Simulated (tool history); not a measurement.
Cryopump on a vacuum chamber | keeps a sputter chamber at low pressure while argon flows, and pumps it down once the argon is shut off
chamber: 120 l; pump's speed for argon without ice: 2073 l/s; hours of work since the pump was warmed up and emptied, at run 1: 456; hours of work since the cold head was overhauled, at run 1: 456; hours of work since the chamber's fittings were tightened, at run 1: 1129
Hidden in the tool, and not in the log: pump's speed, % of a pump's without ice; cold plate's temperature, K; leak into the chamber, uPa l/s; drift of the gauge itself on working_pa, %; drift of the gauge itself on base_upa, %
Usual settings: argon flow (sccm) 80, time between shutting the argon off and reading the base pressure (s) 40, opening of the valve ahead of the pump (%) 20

run	hour	argon flow (sccm)	time between shutting the argon off and reading the base pressure (s)	opening of the valve ahead of the pump (%)	hours of work since the pump was warmed up and emptied	hours of work since the cold head was overhauled	hours of work since the chamber's fittings were tightened	pressure while argon flows (Pa)	pressure after the wait (uPa)
1	0.0	80	40	20	456	456	1129	0.3379	1.09
2	17.6	56	40	20	464	464	1137	0.2373	1.04
3	36.1	56	40	20	472	472	1145	0.2360	1.11
4	55.0	56	40	20	481	481	1154	0.2383	1.10
5	71.2	56	54	20	488	488	1161	0.2372	0.92
6	93.4	80	40	50	498	498	1171	0.1435	1.15
7	114.0	80	40	20	508	508	1181	0.3372	1.08
8	145.3	80	40	20	522	522	1195	0.3396	1.13
9	180.1	80	29	20	538	538	1211	0.3396	1.34
10	203.9	80	40	20	549	549	1222	0.3404	1.12
11	232.0	80	40	20	562	562	1235	0.3408	1.10
12	258.6	80	40	20	574	574	1247	0.3451	1.11
13	281.1	80	40	20	584	584	1257	0.3410	1.13
14	311.2	80	40	19	598	598	1271	0.3619	1.10
15	327.5	80	40	19	605	605	1278	0.3593	1.15
16	349.2	80	40	32	615	615	1288	0.2214	1.22
17	365.8	80	40	32	623	623	1296	0.2207	1.16

The next listed run, before its measurement:
18	400.1	80	30	20	638	638	1311	?	?

pressure while argon flows (Pa): 0.3462
pressure after the wait (uPa): 1.42
Without the tool's hidden state the same run would have given pressure while argon flows (Pa) 0.3284, pressure after the wait (uPa) 1.07.

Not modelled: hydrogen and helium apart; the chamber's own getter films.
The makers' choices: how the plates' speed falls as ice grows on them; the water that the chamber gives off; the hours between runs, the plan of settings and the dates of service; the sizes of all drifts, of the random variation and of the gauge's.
